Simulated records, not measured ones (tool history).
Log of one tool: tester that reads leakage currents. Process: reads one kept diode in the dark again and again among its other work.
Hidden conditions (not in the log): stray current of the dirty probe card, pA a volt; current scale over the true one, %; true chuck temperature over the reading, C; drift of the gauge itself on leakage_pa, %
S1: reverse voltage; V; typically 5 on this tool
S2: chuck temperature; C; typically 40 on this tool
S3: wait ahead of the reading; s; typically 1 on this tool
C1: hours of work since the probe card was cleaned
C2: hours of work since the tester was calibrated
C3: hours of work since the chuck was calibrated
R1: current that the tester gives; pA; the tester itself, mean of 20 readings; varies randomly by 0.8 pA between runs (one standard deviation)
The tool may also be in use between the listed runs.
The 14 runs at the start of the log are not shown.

run    hour     S1  S2    S3    C1    C2    C3      R1
 15  1494.2      5  40     1  1113  3352   764  259.83
 16  1571.1      5  40     1  1149  3388   800  260.59
 17  1666.9      5  40     1  1194  3432   845     260
 18  1820.8      5  40     1  1265  3504   916  259.41
 19  1912.6      5  40  1.96  1308  3547   959  257.84
 20  2019.2      5  40  0.57  1358  3596  1008  256.52
 21  2157.6      5  30  5.69  1422  3661  1073  112.92
     2168.5  -- probe card cleaned and baked
 22  2250.1      5  30  5.69    38  3702  1115  115.61
 23  2410.9      5  30  5.69   113  3777  1189  115.94
 24  2510.9      5  30  5.69   159  3824  1236  116.06
 25  2671.7   8.44  31  5.69   234  3899  1311   160.7
 26  2742.1   8.44  41  5.69   267  3931  1344  349.57
       2888  -- probe card cleaned and baked, once more
 27    2894      5  22     1     3  4001  1413   49.19
 28  3017.3      5  22     1    60  4058  1470   49.65
 29  3086.6    9.1  34  3.15    92  4090  1503  185.79
     3152.8  -- chuck's temperature calibrated
 30  3181.3   2.25  40  0.68   136  4133    13     193
 31  3285.9   1.34  22  1.81   184  4182    62   32.18
 32  3401.2   5.53  22  1.81   238  4236   116   58.62
 33  3469.9      6  21  1.93   270  4268   148   55.48
 34  3617.9   1.28  40  6.02   339  4337   217  151.15
 35    3750   3.94  44  1.86   400  4398   278  332.39
 36  3878.4  10.95  40  5.52   460  4458   338  367.08
 37  3993.4  17.88  40  5.65   514  4511   391  450.68
 38  4141.7  17.88  40  5.65   583  4580   460  448.52
 39  4249.7   9.69  40   0.9   633  4631   511  347.05

4 options for the next run, each taken on its own from the tool as it stands now. Forecast them:
  A  4384.6  18.82  27     1  696  4694  573   ?
  B  4384.6    4.9  36  9.85  696  4694  573   ?
  C  4384.6    1.3  22  9.99  696  4694  573   ?
  D  4384.6      5  39     1  696  4694  573   ?

run      R1
  A  160.42
  B  186.17
  C   31.03
  D  240.58
Take away the tool's hidden state, keep each run's random variation, and the runs would have read:
run      R1
  A  149.96
  B  187.74
  C   31.04
  D  243.48
